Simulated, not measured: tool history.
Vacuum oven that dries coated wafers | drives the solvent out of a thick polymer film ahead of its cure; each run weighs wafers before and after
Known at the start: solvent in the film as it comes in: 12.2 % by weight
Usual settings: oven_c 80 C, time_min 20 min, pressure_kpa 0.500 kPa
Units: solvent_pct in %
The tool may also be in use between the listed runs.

Run 1, hour 0.0: usual settings. Result: solvent_pct 2.49 %.
Run 2, hour 62.6: usual settings but time_min 29 min. Result: solvent_pct 1.53 %.
Run 3, hour 103.5: usual settings but time_min 29 min. Result: solvent_pct 1.59 %.
Run 4, hour 150.4: usual settings but oven_c 84 C. Result: solvent_pct 1.77 %.
Run 5, hour 237.9: usual settings but oven_c 84 C. Result: solvent_pct 1.87 %.
Run 6, hour 323.5: usual settings but time_min 29 min. Result: solvent_pct 1.52 %.
Run 7, hour 366.1: usual settings but time_min 29 min. Result: solvent_pct 1.64 %.
Run 8, hour 467.0: usual settings. Result: solvent_pct 2.67 %.
Run 9, hour 553.5: usual settings but pressure_kpa 0.710 kPa. Result: solvent_pct 2.81 %.
Run 10, hour 643.0: usual settings. Result: solvent_pct 2.71 %.
Run 11, hour 718.4: usual settings. Result: solvent_pct 2.69 %.
Run 12, hour 805.4: usual settings. Result: solvent_pct 2.78 %.
Run 13, hour 880.4: usual settings but oven_c 70 C. Result: solvent_pct 5.03 %.
Run 14, hour 940.8: usual settings but oven_c 70 C. Result: solvent_pct 5.15 %.
Run 15, hour 1007.1: usual settings but oven_c 70 C. Result: solvent_pct 5.16 %.
Run 16, hour 1055.8: usual settings but time_min 29 min. Result: solvent_pct 1.74 %.
Run 17, hour 1114.8: usual settings but time_min 29 min. Result: solvent_pct 1.79 %.
Run 18, hour 1183.2: usual settings but time_min 29 min. Result: solvent_pct 1.73 %.
Run 19, hour 1234.9: usual settings but time_min 29 min. Result: solvent_pct 1.84 %.
At hour 1285.7: vacuum gauge cleaned of residue and calibrated.
Run 20, hour 1307.4: usual settings but pressure_kpa 0.265 kPa. Result: solvent_pct 2.40 %.
Run 21, hour 1380.5: usual settings but time_min 10 min. Result: solvent_pct 5.03 %.
At hour 1458.4: oven's thermocouples calibrated.
Run 22, hour 1471.5: usual settings but time_min 10 min. Result: solvent_pct 5.14 %.
Run 23, hour 1568.9: usual settings but time_min 21 min. Result: solvent_pct 2.54 %.
Run 24, hour 1660.4: usual settings but time_min 30 min. Result: solvent_pct 1.58 %.
At hour 1712.9: oven's thermocouples calibrated, once more.
Run 25, hour 1715.9: usual settings but oven_c 83 C, time_min 15 min. Result: solvent_pct 2.59 %.
Run 26, hour 1771.8: usual settings but oven_c 83 C, time_min 15 min. Result: solvent_pct 2.57 %.
Run 27, hour 1839.8: usual settings but time_min 12 min, pressure_kpa 0.626 kPa. Result: solvent_pct 4.13 %.
Run 28, hour 1906.5: usual settings but time_min 12 min, pressure_kpa 0.626 kPa. Result: solvent_pct 4.11 %.
Run 29, hour 1980.5: usual settings but pressure_kpa 0.289 kPa. Result: solvent_pct 2.21 %.
Run 30, hour 2062.6: usual settings but oven_c 76 C, pressure_kpa 0.690 kPa. Result: solvent_pct 3.33 %.
Run 31, hour 2155.0: usual settings but oven_c 76 C, pressure_kpa 0.690 kPa. Result: solvent_pct 3.30 %.
Run 32, hour 2211.1: usual settings but oven_c 76 C, pressure_kpa 0.690 kPa. Result: solvent_pct 3.37 %.
Run 33, hour 2299.2: usual settings but oven_c 67 C, time_min 13 min, pressure_kpa 0.424 kPa. Result: solvent_pct 6.64 %.
Run 34, hour 2374.3: usual settings but oven_c 67 C, time_min 13 min, pressure_kpa 0.424 kPa. Result: solvent_pct 6.73 %.
Run 35, hour 2448.8: usual settings but oven_c 67 C, time_min 13 min, pressure_kpa 0.424 kPa. Result: solvent_pct 6.53 %.
Run 36, hour 2504.9: usual settings but time_min 13 min, pressure_kpa 0.449 kPa. Result: solvent_pct 3.85 %.
Run 37, hour 2577.3: usual settings but time_min 28 min. Result: solvent_pct 1.49 %.
Run 38, hour 2652.6: usual settings but oven_c 73 C, pressure_kpa 0.608 kPa. Result: solvent_pct 4.28 %.
Run 39, hour 2744.6: usual settings but oven_c 75 C, pressure_kpa 0.264 kPa. Result: solvent_pct 3.57 %.
Run 40, hour 2802.9: usual settings but oven_c 70 C, pressure_kpa 1.207 kPa. Result: solvent_pct 5.11 %.
Run 41, hour 2876.8: usual settings but oven_c 76 C, time_min 31 min, pressure_kpa 0.291 kPa. Result: solvent_pct 1.91 %.
Run 42, hour 2921.0: usual settings but oven_c 84 C, time_min 31 min, pressure_kpa 0.291 kPa. Result: solvent_pct 0.76 %.
Run 43, hour 3004.8: usual settings but oven_c 84 C, time_min 31 min, pressure_kpa 0.754 kPa. Result: solvent_pct 0.96 %.
Run 44, hour 3101.1: usual settings but oven_c 76 C, time_min 28 min, pressure_kpa 0.438 kPa. Result: solvent_pct 2.39 %.
Run 45, hour 3183.4: usual settings but oven_c 76 C, time_min 28 min, pressure_kpa 0.438 kPa. Result: solvent_pct 2.41 %.
Run 46, hour 3238.2: usual settings but oven_c 76 C, time_min 28 min, pressure_kpa 0.438 kPa. Result: solvent_pct 2.40 %.
Run 47, hour 3329.9: usual settings but oven_c 88 C, time_min 28 min, pressure_kpa 0.561 kPa. Result: solvent_pct 0.66 %.

Forecast each of these 4 alternatives for the next run:
Run A, hour 3378.0: usual settings but oven_c 94 C, time_min 14 min, pressure_kpa 0.359 kPa. Result: solvent_pct ?.
Run B, hour 3378.0: usual settings but oven_c 84 C, time_min 14 min, pressure_kpa 1.471 kPa. Result: solvent_pct ?.
Run C, hour 3378.0: usual settings but oven_c 72 C, time_min 28 min, pressure_kpa 0.263 kPa. Result: solvent_pct ?.
Run D, hour 3378.0: usual settings but oven_c 81 C, time_min 28 min, pressure_kpa 0.567 kPa. Result: solvent_pct ?.

run  solvent_pct
  A         1.10
  B         3.47
  C         3.34
  D         1.60
Without the tool's hidden state the same runs would have given:
run  solvent_pct
  A         0.79
  B         2.99
  C         2.75
  D         1.17
